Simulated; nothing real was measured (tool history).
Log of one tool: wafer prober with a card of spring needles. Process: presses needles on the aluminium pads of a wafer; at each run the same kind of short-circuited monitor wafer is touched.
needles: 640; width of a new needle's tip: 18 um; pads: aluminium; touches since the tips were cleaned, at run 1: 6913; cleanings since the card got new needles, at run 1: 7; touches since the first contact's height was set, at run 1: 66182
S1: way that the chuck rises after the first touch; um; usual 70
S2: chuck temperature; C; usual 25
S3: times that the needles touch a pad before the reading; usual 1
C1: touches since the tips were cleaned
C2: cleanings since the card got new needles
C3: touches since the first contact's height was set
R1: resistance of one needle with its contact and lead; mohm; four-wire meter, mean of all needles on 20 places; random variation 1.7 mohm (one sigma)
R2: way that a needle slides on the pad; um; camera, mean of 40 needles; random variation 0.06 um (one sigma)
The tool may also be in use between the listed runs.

run	hour	S1	S2	S3	C1	C2	C3	R1	R2
1	0.0	70	25	1	6913	7	66182	170	14.11
# hour 2.3: tips cleaned on abrasive film
2	6.0	70	25	1	2741	8	70567	169	14.08
# hour 13.8: tips cleaned on abrasive film
3	13.8	70	25	1	0	9	76233	167	14.06
4	21.7	70	25	1	5864	9	82097	167	14.07
# hour 25.2: tips cleaned on abrasive film
5	27.6	70	25	1	1740	10	86398	169	14.17
6	35.8	70	25	1	7822	10	92480	170	14.17
# hour 36.6: tips cleaned on abrasive film
7	42.7	70	25	1	4559	11	97585	168	14.18
8	47.0	70	25	1	7731	11	100757	171	14.19
# hour 48.1: tips cleaned on abrasive film
9	56.9	55	29	2	6516	12	107979	180	11.11
# hour 59.5: tips cleaned on abrasive film
10	65.2	55	29	2	4194	13	114063	176	11.14
11	70.3	55	29	1	7989	13	117858	176	11.10
# hour 71.3: tips cleaned on abrasive film
12	76.7	55	99	2	4018	14	122564	193	11.31
# hour 83.1: tips cleaned on abrasive film
13	83.1	55	99	2	0	15	127231	190	11.26

How the hidden state differs across the entries between the runs, from the last listed run before each to the first after it:
Between runs 1 and 2: tips cleaned on abrasive film (hour 2.3)
  debris on the tips, nm: 0.4 -> 0.2; drift of the gauge itself on scrub_um, %: 0 -> 0.07
  measured less the result without the state, R2: +0.00 -> +0.00 um
Between runs 2 and 3: tips cleaned on abrasive film (hour 13.8)
  debris on the tips, nm: 0.2 -> 0; drift of the gauge itself on scrub_um, %: 0.07 -> 0.15
  measured less the result without the state, R2: +0.00 -> +0.02 um
Between runs 4 and 5: tips cleaned on abrasive film (hour 25.2)
  debris on the tips, nm: 0.4 -> 0.2; drift of the gauge itself on scrub_um, %: 0.24 -> 0.31
  measured less the result without the state, R2: +0.03 -> +0.04 um
Between runs 6 and 7: tips cleaned on abrasive film (hour 36.6)
  debris on the tips, nm: 0.4 -> 0.3; drift of the gauge itself on scrub_um, %: 0.4 -> 0.48
  measured less the result without the state, R2: +0.06 -> +0.06 um
Between runs 8 and 9: tips cleaned on abrasive film (hour 48.1)
  drift of the gauge itself on scrub_um, %: 0.53 -> 0.64
  measured less the result without the state, R2: +0.07 -> +0.07 um
Between runs 9 and 10: tips cleaned on abrasive film (hour 59.5)
  debris on the tips, nm: 0.4 -> 0.3; drift of the gauge itself on scrub_um, %: 0.64 -> 0.73
  measured less the result without the state, R2: +0.07 -> +0.08 um
Between runs 11 and 12: tips cleaned on abrasive film (hour 71.3)
  debris on the tips, nm: 0.4 -> 0.3; drift of the gauge itself on scrub_um, %: 0.79 -> 0.86
  measured less the result without the state, R2: +0.08 -> +0.10 um
Between runs 12 and 13: tips cleaned on abrasive film (hour 83.1)
  debris on the tips, nm: 0.3 -> 0; drift of the gauge itself on scrub_um, %: 0.86 -> 0.93
  measured less the result without the state, R2: +0.10 -> +0.11 um

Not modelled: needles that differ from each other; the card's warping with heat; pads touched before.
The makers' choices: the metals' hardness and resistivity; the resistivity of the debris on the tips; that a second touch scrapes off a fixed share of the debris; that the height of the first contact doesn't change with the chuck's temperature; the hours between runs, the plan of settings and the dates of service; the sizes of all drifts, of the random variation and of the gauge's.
